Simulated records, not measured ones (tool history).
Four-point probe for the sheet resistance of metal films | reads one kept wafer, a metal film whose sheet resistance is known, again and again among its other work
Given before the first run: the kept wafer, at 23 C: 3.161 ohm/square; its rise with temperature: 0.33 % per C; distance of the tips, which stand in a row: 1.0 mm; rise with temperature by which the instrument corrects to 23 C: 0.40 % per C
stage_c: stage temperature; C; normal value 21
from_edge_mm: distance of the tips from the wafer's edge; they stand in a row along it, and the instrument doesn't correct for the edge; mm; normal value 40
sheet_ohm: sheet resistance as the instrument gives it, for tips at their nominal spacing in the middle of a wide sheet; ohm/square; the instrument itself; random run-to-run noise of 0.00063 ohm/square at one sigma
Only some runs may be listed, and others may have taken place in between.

run 1 hour=0 | stage_c=21 from_edge_mm=40 | sheet_ohm=3.139975
run 2 hour=102.6 | stage_c=21 from_edge_mm=40 | sheet_ohm=3.136045
run 3 hour=192.7 | stage_c=21 from_edge_mm=42 | sheet_ohm=3.134031
run 4 hour=331.2 | stage_c=21 from_edge_mm=42 | sheet_ohm=3.131243
run 5 hour=412.7 | stage_c=21 from_edge_mm=15 | sheet_ohm=3.135618
run 6 hour=477.7 | stage_c=21 from_edge_mm=15 | sheet_ohm=3.134875
run 7 hour=569.5 | stage_c=28 from_edge_mm=15 | sheet_ohm=3.117239
run 8 hour=669.1 | stage_c=28 from_edge_mm=15 | sheet_ohm=3.113179
run 9 hour=807.8 | stage_c=28 from_edge_mm=10 | sheet_ohm=3.118195
run 10 hour=867.6 | stage_c=21 from_edge_mm=4 | sheet_ohm=3.217596
run 11 hour=945.1 | stage_c=24 from_edge_mm=40 | sheet_ohm=3.108045
run 12 hour=1077.9 | stage_c=24 from_edge_mm=40 | sheet_ohm=3.106159
run 13 hour=1195.9 | stage_c=24 from_edge_mm=40 | sheet_ohm=3.111886
run 14 hour=1265.6 | stage_c=26 from_edge_mm=10 | sheet_ohm=3.164528
run 15 hour=1326.7 | stage_c=29 from_edge_mm=51 | sheet_ohm=3.139625
run 16 hour=1441.9 | stage_c=32 from_edge_mm=9 | sheet_ohm=3.150884
run 17 hour=1541 | stage_c=21 from_edge_mm=73 | sheet_ohm=3.151969
run 18 hour=1647.1 | stage_c=30 from_edge_mm=73 | sheet_ohm=3.129124
run 19 hour=1757.2 | stage_c=30 from_edge_mm=73 | sheet_ohm=3.127103
run 20 hour=1840.9 | stage_c=28 from_edge_mm=9 | sheet_ohm=3.149629
run 21 hour=1910.1 | stage_c=27 from_edge_mm=4 | sheet_ohm=3.229912
run 22 hour=2006.3 | stage_c=27 from_edge_mm=4 | sheet_ohm=3.228605

Taken out of this log: 3 entries between the listed runs. Where each belongs, and how the hidden state differs across it:
From run 8 to run 9: stage's thermometer calibrated (hour 778.4)
  inner tips' distance over the nominal, %: -1.155 -> -1.236; tips' flats over new ones', %: 50 -> 57; wafer's true temperature over the reading, C: -0.38 -> -0.56
  measured minus no-state result, sheet_ohm: -0.043226 -> -0.047964 ohm/square
From run 12 to run 13: stage's thermometer calibrated, once more (hour 1148.9)
  inner tips' distance over the nominal, %: -1.405 -> -1.476; tips' flats over new ones', %: 73 -> 79; wafer's true temperature over the reading, C: -0.6 -> 0.1
  measured minus no-state result, sheet_ohm: -0.054147 -> -0.049417 ohm/square
From run 13 to run 14: new probe head fitted (hour 1223.5)
  inner tips' distance over the nominal, %: -1.476 -> -0.241; tips' flats over new ones', %: 79 -> 2; wafer's true temperature over the reading, C: 0.1 -> 0.08
  measured minus no-state result, sheet_ohm: -0.049417 -> -0.007404 ohm/square
